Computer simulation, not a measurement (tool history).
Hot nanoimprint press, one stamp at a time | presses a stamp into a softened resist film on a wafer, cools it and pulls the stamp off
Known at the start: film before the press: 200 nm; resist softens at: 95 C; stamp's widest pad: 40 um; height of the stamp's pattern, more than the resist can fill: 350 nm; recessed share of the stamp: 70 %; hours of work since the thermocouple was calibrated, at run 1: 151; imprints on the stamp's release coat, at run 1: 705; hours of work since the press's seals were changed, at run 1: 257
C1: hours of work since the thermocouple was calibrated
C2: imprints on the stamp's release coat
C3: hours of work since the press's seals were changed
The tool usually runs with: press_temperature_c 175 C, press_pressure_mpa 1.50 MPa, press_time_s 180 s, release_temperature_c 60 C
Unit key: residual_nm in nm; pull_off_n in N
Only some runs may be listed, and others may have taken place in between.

run 1 hour=0.0 | press_temperature_c=175 press_pressure_mpa=1.50 press_time_s=180 release_temperature_c=60 | C1=151 C2=705 C3=257 | residual_nm=80.6 pull_off_n=246
run 2 hour=6.0 | press_temperature_c=175 press_pressure_mpa=1.50 press_time_s=102 release_temperature_c=60 | C1=155 C2=727 C3=261 | residual_nm=99.6 pull_off_n=238
run 3 hour=13.3 | press_temperature_c=175 press_pressure_mpa=1.50 press_time_s=180 release_temperature_c=53 | C1=160 C2=753 C3=266 | residual_nm=80.5 pull_off_n=285
run 4 hour=24.1 | press_temperature_c=175 press_pressure_mpa=1.50 press_time_s=180 release_temperature_c=53 | C1=167 C2=793 C3=273 | residual_nm=80.7 pull_off_n=307
run 5 hour=29.1 | press_temperature_c=175 press_pressure_mpa=1.50 press_time_s=180 release_temperature_c=53 | C1=170 C2=811 C3=277 | residual_nm=80.5 pull_off_n=286
run 6 hour=38.1 | press_temperature_c=175 press_pressure_mpa=1.50 press_time_s=180 release_temperature_c=53 | C1=176 C2=844 C3=283 | residual_nm=80.3 pull_off_n=305
run 7 hour=45.0 | press_temperature_c=175 press_pressure_mpa=1.50 press_time_s=180 release_temperature_c=53 | C1=181 C2=869 C3=287 | residual_nm=80.6 pull_off_n=299
run 8 hour=50.6 | press_temperature_c=175 press_pressure_mpa=1.50 press_time_s=225 release_temperature_c=60 | C1=185 C2=890 C3=291 | residual_nm=73.5 pull_off_n=248
-- hour=57.6 stamp cleaned and given a new release coat
run 9 hour=66.5 | press_temperature_c=175 press_pressure_mpa=1.50 press_time_s=344 release_temperature_c=60 | C1=191 C2=33 C3=298 | residual_nm=61.4 pull_off_n=190
run 10 hour=76.3 | press_temperature_c=175 press_pressure_mpa=1.11 press_time_s=344 release_temperature_c=60 | C1=198 C2=68 C3=304 | residual_nm=71.0 pull_off_n=200
run 11 hour=86.4 | press_temperature_c=168 press_pressure_mpa=1.50 press_time_s=180 release_temperature_c=60 | C1=205 C2=105 C3=311 | residual_nm=101.4 pull_off_n=203
run 12 hour=96.1 | press_temperature_c=168 press_pressure_mpa=1.50 press_time_s=180 release_temperature_c=60 | C1=211 C2=141 C3=317 | residual_nm=101.0 pull_off_n=202
run 13 hour=104.4 | press_temperature_c=168 press_pressure_mpa=1.50 press_time_s=180 release_temperature_c=60 | C1=217 C2=171 C3=323 | residual_nm=101.0 pull_off_n=201
run 14 hour=110.5 | press_temperature_c=168 press_pressure_mpa=1.50 press_time_s=180 release_temperature_c=60 | C1=221 C2=194 C3=327 | residual_nm=101.3 pull_off_n=211
run 15 hour=118.2 | press_temperature_c=168 press_pressure_mpa=1.50 press_time_s=180 release_temperature_c=60 | C1=226 C2=221 C3=332 | residual_nm=101.2 pull_off_n=213
run 16 hour=129.0 | press_temperature_c=168 press_pressure_mpa=1.50 press_time_s=180 release_temperature_c=60 | C1=233 C2=261 C3=340 | residual_nm=101.1 pull_off_n=219
run 17 hour=134.6 | press_temperature_c=168 press_pressure_mpa=1.50 press_time_s=180 release_temperature_c=60 | C1=237 C2=281 C3=343 | residual_nm=101.3 pull_off_n=219
run 18 hour=142.4 | press_temperature_c=168 press_pressure_mpa=2.35 press_time_s=180 release_temperature_c=60 | C1=242 C2=310 C3=349 | residual_nm=83.4 pull_off_n=213
run 19 hour=151.1 | press_temperature_c=175 press_pressure_mpa=0.98 press_time_s=180 release_temperature_c=47 | C1=248 C2=342 C3=354 | residual_nm=96.5 pull_off_n=289
-- hour=154.7 plate thermocouple calibrated
run 20 hour=163.7 | press_temperature_c=178 press_pressure_mpa=1.99 press_time_s=107 release_temperature_c=51 | C1=6 C2=377 C3=361 | residual_nm=77.7 pull_off_n=272
run 21 hour=174.1 | press_temperature_c=178 press_pressure_mpa=1.99 press_time_s=107 release_temperature_c=51 | C1=13 C2=415 C3=368 | residual_nm=77.4 pull_off_n=278
run 22 hour=179.0 | press_temperature_c=175 press_pressure_mpa=1.50 press_time_s=138 release_temperature_c=57 | C1=16 C2=433 C3=371 | residual_nm=87.4 pull_off_n=244
run 23 hour=185.8 | press_temperature_c=180 press_pressure_mpa=1.50 press_time_s=280 release_temperature_c=60 | C1=21 C2=458 C3=376 | residual_nm=55.6 pull_off_n=225
-- hour=192.0 plate thermocouple calibrated, once more
run 24 hour=196.9 | press_temperature_c=180 press_pressure_mpa=1.50 press_time_s=283 release_temperature_c=60 | C1=3 C2=487 C3=381 | residual_nm=57.9 pull_off_n=235
run 25 hour=206.2 | press_temperature_c=180 press_pressure_mpa=1.50 press_time_s=283 release_temperature_c=60 | C1=10 C2=521 C3=387 | residual_nm=58.0 pull_off_n=227
run 26 hour=213.9 | press_temperature_c=175 press_pressure_mpa=1.18 press_time_s=180 release_temperature_c=52 | C1=15 C2=549 C3=393 | residual_nm=91.5 pull_off_n=281
run 27 hour=223.5 | press_temperature_c=175 press_pressure_mpa=1.50 press_time_s=180 release_temperature_c=66 | C1=21 C2=584 C3=399 | residual_nm=82.4 pull_off_n=193
run 28 hour=230.8 | press_temperature_c=163 press_pressure_mpa=1.21 press_time_s=193 release_temperature_c=48 | C1=26 C2=611 C3=404 | residual_nm=128.0 pull_off_n=320
run 29 hour=235.3 | press_temperature_c=163 press_pressure_mpa=1.21 press_time_s=193 release_temperature_c=48 | C1=29 C2=627 C3=407 | residual_nm=127.5 pull_off_n=322

Branching from run 29: 5 alternative next runs. What would each branch give?
run A hour=245.1 | press_temperature_c=174 press_pressure_mpa=1.47 press_time_s=281 release_temperature_c=48 | C1=36 C2=663 C3=414 | residual_nm=? pull_off_n=?
run B hour=245.1 | press_temperature_c=184 press_pressure_mpa=1.50 press_time_s=180 release_temperature_c=60 | C1=36 C2=663 C3=414 | residual_nm=? pull_off_n=?
run C hour=245.1 | press_temperature_c=165 press_pressure_mpa=1.48 press_time_s=193 release_temperature_c=66 | C1=36 C2=663 C3=414 | residual_nm=? pull_off_n=?
run D hour=245.1 | press_temperature_c=163 press_pressure_mpa=1.55 press_time_s=232 release_temperature_c=48 | C1=36 C2=663 C3=414 | residual_nm=? pull_off_n=?
run E hour=245.1 | press_temperature_c=175 press_pressure_mpa=1.97 press_time_s=125 release_temperature_c=48 | C1=36 C2=663 C3=414 | residual_nm=? pull_off_n=?

run=A residual_nm=72.2 pull_off_n=315
run=B residual_nm=61.6 pull_off_n=244
run=C residual_nm=112.2 pull_off_n=195
run=D residual_nm=110.4 pull_off_n=311
run=E residual_nm=84.2 pull_off_n=316
With the hidden condition removed and each run's random variation left untouched, the same runs would have given:
run=A residual_nm=71.4 pull_off_n=260
run=B residual_nm=60.9 pull_off_n=201
run=C residual_nm=111.1 pull_off_n=160
run=D residual_nm=109.3 pull_off_n=256
run=E residual_nm=82.9 pull_off_n=260
